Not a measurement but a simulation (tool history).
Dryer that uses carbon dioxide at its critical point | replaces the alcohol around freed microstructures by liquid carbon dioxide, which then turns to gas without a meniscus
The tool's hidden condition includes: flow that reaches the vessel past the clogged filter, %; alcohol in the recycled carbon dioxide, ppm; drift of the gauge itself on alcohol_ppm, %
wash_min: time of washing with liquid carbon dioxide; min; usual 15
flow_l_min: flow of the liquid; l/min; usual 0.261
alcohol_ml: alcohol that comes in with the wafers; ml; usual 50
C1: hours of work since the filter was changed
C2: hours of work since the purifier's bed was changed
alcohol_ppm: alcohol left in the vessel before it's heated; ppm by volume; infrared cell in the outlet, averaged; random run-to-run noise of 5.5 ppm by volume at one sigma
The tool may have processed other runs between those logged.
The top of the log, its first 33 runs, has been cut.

{"run": 34, "hour": 1415.9, "wash_min": 9, "flow_l_min": 0.165, "alcohol_ml": 109, "C1": 309, "C2": 406, "alcohol_ppm": 21081}
{"run": 35, "hour": 1466.9, "wash_min": 21, "flow_l_min": 0.276, "alcohol_ml": 34, "C1": 344, "C2": 440, "alcohol_ppm": 39}
{"run": 36, "hour": 1500.3, "wash_min": 21, "flow_l_min": 0.261, "alcohol_ml": 50, "C1": 366, "C2": 463, "alcohol_ppm": 55}
{"run": 37, "hour": 1527.2, "wash_min": 18, "flow_l_min": 0.265, "alcohol_ml": 101, "C1": 384, "C2": 481, "alcohol_ppm": 138}
{"run": 38, "hour": 1556.7, "wash_min": 18, "flow_l_min": 0.265, "alcohol_ml": 101, "C1": 403, "C2": 500, "alcohol_ppm": 139}
{"run": 39, "hour": 1599.0, "wash_min": 18, "flow_l_min": 0.265, "alcohol_ml": 101, "C1": 431, "C2": 528, "alcohol_ppm": 152}
{"hour": 1629.0, "done": "inlet filter changed"}
{"run": 40, "hour": 1647.9, "wash_min": 15, "flow_l_min": 0.159, "alcohol_ml": 26, "C1": 13, "C2": 560, "alcohol_ppm": 1063}
{"run": 41, "hour": 1693.6, "wash_min": 17, "flow_l_min": 0.191, "alcohol_ml": 71, "C1": 43, "C2": 591, "alcohol_ppm": 748}
{"run": 42, "hour": 1725.1, "wash_min": 15, "flow_l_min": 0.393, "alcohol_ml": 108, "C1": 64, "C2": 612, "alcohol_ppm": 56}
{"hour": 1747.6, "done": "purifier's bed changed"}
{"run": 43, "hour": 1766.3, "wash_min": 16, "flow_l_min": 0.327, "alcohol_ml": 50, "C1": 89, "C2": 12, "alcohol_ppm": 24}
{"run": 44, "hour": 1801.8, "wash_min": 16, "flow_l_min": 0.327, "alcohol_ml": 50, "C1": 113, "C2": 36, "alcohol_ppm": 33}
{"run": 45, "hour": 1838.7, "wash_min": 16, "flow_l_min": 0.327, "alcohol_ml": 50, "C1": 138, "C2": 61, "alcohol_ppm": 27}
{"run": 46, "hour": 1862.9, "wash_min": 16, "flow_l_min": 0.185, "alcohol_ml": 50, "C1": 154, "C2": 77, "alcohol_ppm": 808}
{"run": 47, "hour": 1890.2, "wash_min": 22, "flow_l_min": 0.185, "alcohol_ml": 97, "C1": 172, "C2": 95, "alcohol_ppm": 290}

Alternative continuations, all from the tool just after run 47; predict every row:
{"run": "A", "hour": 1932.1, "wash_min": 15, "flow_l_min": 0.302, "alcohol_ml": 48, "C1": 200, "C2": 123, "alcohol_ppm": "?"}
{"run": "B", "hour": 1932.1, "wash_min": 15, "flow_l_min": 0.216, "alcohol_ml": 50, "C1": 200, "C2": 123, "alcohol_ppm": "?"}
{"run": "C", "hour": 1932.1, "wash_min": 13, "flow_l_min": 0.252, "alcohol_ml": 115, "C1": 200, "C2": 123, "alcohol_ppm": "?"}
{"run": "D", "hour": 1932.1, "wash_min": 15, "flow_l_min": 0.261, "alcohol_ml": 79, "C1": 200, "C2": 123, "alcohol_ppm": "?"}

run=A alcohol_ppm=75
run=B alcohol_ppm=536
run=C alcohol_ppm=1171
run=D alcohol_ppm=292
The same runs, with their run-to-run variation unchanged, on a tool lacking any hidden condition would have given:
run=A alcohol_ppm=56
run=B alcohol_ppm=455
run=C alcohol_ppm=1002
run=D alcohol_ppm=237
